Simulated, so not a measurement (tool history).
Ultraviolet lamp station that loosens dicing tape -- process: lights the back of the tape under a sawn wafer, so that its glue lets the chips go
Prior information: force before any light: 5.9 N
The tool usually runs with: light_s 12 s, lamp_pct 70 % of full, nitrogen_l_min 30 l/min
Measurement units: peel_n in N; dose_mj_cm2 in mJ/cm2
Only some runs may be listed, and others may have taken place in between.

run 1 hour=0.0 | light_s=12 lamp_pct=70 nitrogen_l_min=30 | peel_n=0.559 dose_mj_cm2=368
run 2 hour=11.9 | light_s=12 lamp_pct=70 nitrogen_l_min=30 | peel_n=0.540 dose_mj_cm2=366
run 3 hour=29.0 | light_s=12 lamp_pct=70 nitrogen_l_min=30 | peel_n=0.541 dose_mj_cm2=367
run 4 hour=43.2 | light_s=12 lamp_pct=70 nitrogen_l_min=24 | peel_n=0.593 dose_mj_cm2=359
run 5 hour=55.7 | light_s=23 lamp_pct=70 nitrogen_l_min=24 | peel_n=0.147 dose_mj_cm2=703
run 6 hour=62.8 | light_s=23 lamp_pct=70 nitrogen_l_min=24 | peel_n=0.150 dose_mj_cm2=694
run 7 hour=74.3 | light_s=10 lamp_pct=70 nitrogen_l_min=24 | peel_n=0.852 dose_mj_cm2=304
run 8 hour=81.9 | light_s=10 lamp_pct=70 nitrogen_l_min=24 | peel_n=0.856 dose_mj_cm2=303
run 9 hour=94.0 | light_s=10 lamp_pct=70 nitrogen_l_min=24 | peel_n=0.863 dose_mj_cm2=307
run 10 hour=106.3 | light_s=12 lamp_pct=70 nitrogen_l_min=30 | peel_n=0.555 dose_mj_cm2=366
run 11 hour=115.8 | light_s=12 lamp_pct=70 nitrogen_l_min=30 | peel_n=0.565 dose_mj_cm2=364
run 12 hour=127.9 | light_s=12 lamp_pct=70 nitrogen_l_min=30 | peel_n=0.564 dose_mj_cm2=362
run 13 hour=143.7 | light_s=12 lamp_pct=70 nitrogen_l_min=30 | peel_n=0.551 dose_mj_cm2=368
run 14 hour=160.9 | light_s=12 lamp_pct=70 nitrogen_l_min=30 | peel_n=0.548 dose_mj_cm2=365
run 15 hour=176.6 | light_s=20 lamp_pct=70 nitrogen_l_min=30 | peel_n=0.180 dose_mj_cm2=610
run 16 hour=186.6 | light_s=20 lamp_pct=70 nitrogen_l_min=30 | peel_n=0.182 dose_mj_cm2=608
run 17 hour=195.1 | light_s=12 lamp_pct=72 nitrogen_l_min=30 | peel_n=0.511 dose_mj_cm2=380
run 18 hour=202.8 | light_s=12 lamp_pct=70 nitrogen_l_min=30 | peel_n=0.570 dose_mj_cm2=367
run 19 hour=217.1 | light_s=12 lamp_pct=70 nitrogen_l_min=30 | peel_n=0.572 dose_mj_cm2=362
run 20 hour=225.7 | light_s=12 lamp_pct=70 nitrogen_l_min=30 | peel_n=0.535 dose_mj_cm2=363
run 21 hour=236.6 | light_s=12 lamp_pct=70 nitrogen_l_min=30 | peel_n=0.542 dose_mj_cm2=363
-- hour=243.8 window cleaned of glue's vapour
run 22 hour=245.5 | light_s=12 lamp_pct=70 nitrogen_l_min=30 | peel_n=0.539 dose_mj_cm2=366
run 23 hour=256.7 | light_s=12 lamp_pct=69 nitrogen_l_min=13 | peel_n=0.815 dose_mj_cm2=358
run 24 hour=268.3 | light_s=8 lamp_pct=70 nitrogen_l_min=30 | peel_n=1.147 dose_mj_cm2=240
run 25 hour=282.3 | light_s=13 lamp_pct=64 nitrogen_l_min=30 | peel_n=0.544 dose_mj_cm2=362
run 26 hour=297.4 | light_s=13 lamp_pct=64 nitrogen_l_min=30 | peel_n=0.572 dose_mj_cm2=364
run 27 hour=304.9 | light_s=12 lamp_pct=83 nitrogen_l_min=11 | peel_n=0.610 dose_mj_cm2=435
run 28 hour=318.4 | light_s=12 lamp_pct=62 nitrogen_l_min=11 | peel_n=1.006 dose_mj_cm2=317
run 29 hour=333.4 | light_s=12 lamp_pct=66 nitrogen_l_min=11 | peel_n=0.946 dose_mj_cm2=345
run 30 hour=344.3 | light_s=12 lamp_pct=70 nitrogen_l_min=11 | peel_n=0.850 dose_mj_cm2=364
run 31 hour=356.1 | light_s=19 lamp_pct=70 nitrogen_l_min=24 | peel_n=0.223 dose_mj_cm2=576
run 32 hour=365.1 | light_s=12 lamp_pct=62 nitrogen_l_min=15 | peel_n=0.914 dose_mj_cm2=321
run 33 hour=373.1 | light_s=12 lamp_pct=79 nitrogen_l_min=30 | peel_n=0.431 dose_mj_cm2=404
run 34 hour=381.9 | light_s=12 lamp_pct=70 nitrogen_l_min=36 | peel_n=0.500 dose_mj_cm2=361
run 35 hour=388.8 | light_s=12 lamp_pct=70 nitrogen_l_min=36 | peel_n=0.517 dose_mj_cm2=371
run 36 hour=400.9 | light_s=9 lamp_pct=83 nitrogen_l_min=30 | peel_n=0.685 dose_mj_cm2=324
run 37 hour=418.1 | light_s=11 lamp_pct=89 nitrogen_l_min=30 | peel_n=0.399 dose_mj_cm2=428
run 38 hour=428.4 | light_s=9 lamp_pct=84 nitrogen_l_min=31 | peel_n=0.658 dose_mj_cm2=326
run 39 hour=435.7 | light_s=9 lamp_pct=84 nitrogen_l_min=31 | peel_n=0.687 dose_mj_cm2=331
run 40 hour=444.7 | light_s=11 lamp_pct=96 nitrogen_l_min=13 | peel_n=0.501 dose_mj_cm2=455
run 41 hour=455.1 | light_s=17 lamp_pct=92 nitrogen_l_min=30 | peel_n=0.144 dose_mj_cm2=676
run 42 hour=468.3 | light_s=10 lamp_pct=70 nitrogen_l_min=30 | peel_n=0.783 dose_mj_cm2=304
run 43 hour=480.0 | light_s=10 lamp_pct=84 nitrogen_l_min=37 | peel_n=0.511 dose_mj_cm2=368

Forecast each of these 4 alternatives for the next run:
run A hour=490.9 | light_s=10 lamp_pct=84 nitrogen_l_min=39 | peel_n=? dose_mj_cm2=?
run B hour=490.9 | light_s=13 lamp_pct=96 nitrogen_l_min=9 | peel_n=? dose_mj_cm2=?
run C hour=490.9 | light_s=11 lamp_pct=63 nitrogen_l_min=15 | peel_n=? dose_mj_cm2=?
run D hour=490.9 | light_s=8 lamp_pct=72 nitrogen_l_min=16 | peel_n=? dose_mj_cm2=?

run=A peel_n=0.496 dose_mj_cm2=363
run=B peel_n=0.434 dose_mj_cm2=540
run=C peel_n=1.052 dose_mj_cm2=300
run=D peel_n=1.412 dose_mj_cm2=249
With no hidden state in the tool, these same runs would have given:
run=A peel_n=0.493 dose_mj_cm2=364
run=B peel_n=0.432 dose_mj_cm2=541
run=C peel_n=1.048 dose_mj_cm2=301
run=D peel_n=1.407 dose_mj_cm2=249

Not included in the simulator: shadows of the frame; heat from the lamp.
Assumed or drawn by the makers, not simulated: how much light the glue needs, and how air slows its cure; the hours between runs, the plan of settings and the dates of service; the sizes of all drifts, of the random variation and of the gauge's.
